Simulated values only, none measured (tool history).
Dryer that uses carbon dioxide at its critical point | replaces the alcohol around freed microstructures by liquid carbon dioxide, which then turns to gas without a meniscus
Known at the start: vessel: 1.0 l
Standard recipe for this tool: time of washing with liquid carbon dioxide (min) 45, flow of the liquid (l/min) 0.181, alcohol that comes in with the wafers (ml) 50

run,day,time of washing with liquid carbon dioxide (min),flow of the liquid (l/min),alcohol that comes in with the wafers (ml),alcohol left in the vessel before it's heated (ppm by volume)
1,0,45,0.181,50,159
2,1.058,45,0.181,50,177
3,2.379,45,0.181,50,186
4,3.562,45,0.181,50,191
5,4.221,45,0.181,50,198
# day 4.821: inlet filter changed
6,5.242,45,0.181,50,125
7,6.512,45,0.181,79,196
8,7.525,45,0.181,79,195
9,8.388,45,0.181,79,194
10,9.504,45,0.177,50,160
11,10.725,45,0.177,50,171
12,11.658,45,0.177,50,188
13,12.929,45,0.177,50,185
14,14.246,45,0.303,50,40
15,15.292,45,0.303,50,51
16,15.896,45,0.117,50,1311
17,16.775,45,0.136,50,710
18,17.858,45,0.136,37,557
19,18.542,45,0.136,37,556
20,19.171,45,0.136,37,568
21,19.979,45,0.136,37,586
22,20.679,45,0.181,25,142
23,22.012,45,0.181,25,153
24,23.325,45,0.181,25,140
25,24.458,45,0.181,25,146
26,25.562,45,0.144,50,675
# day 26.179: inlet filter changed
27,26.775,34,0.186,30,315
28,28.238,32,0.137,29,1199
29,28.925,42,0.29,54,76
30,29.646,31,0.123,51,3343
31,30.546,40,0.171,32,276
32,31.788,40,0.171,32,285
33,32.904,39,0.244,23,106
34,33.958,45,0.137,24,361
35,35.017,45,0.137,24,383
36,36.462,45,0.137,24,389
37,37.208,37,0.137,90,2462
38,38.442,45,0.115,62,1781
39,39.096,28,0.129,33,2697
40,40.471,42,0.193,39,215
41,41.733,42,0.193,39,221
42,43.133,45,0.126,33,770
43,43.938,45,0.181,51,276
44,45.038,57,0.192,21,128
45,45.838,42,0.223,53,188
46,47.092,47,0.151,72,679

Below are 4 alternative next runs, each starting from the tool's condition after run 46. Predict each:
# day 47.525: inlet filter changed
A,47.954,45,0.19,93,?
# day 47.525: inlet filter changed
B,47.954,44,0.151,72,?
# day 47.525: inlet filter changed
C,47.954,61,0.178,72,?
# day 47.525: inlet filter changed
D,47.954,32,0.18,114,?

run,alcohol left in the vessel before it's heated (ppm by volume)
A,256
B,635
C,141
D,1549
Without the tool's hidden state the same runs would have given:
run,alcohol left in the vessel before it's heated (ppm by volume)
A,132
B,505
C,26
D,1405
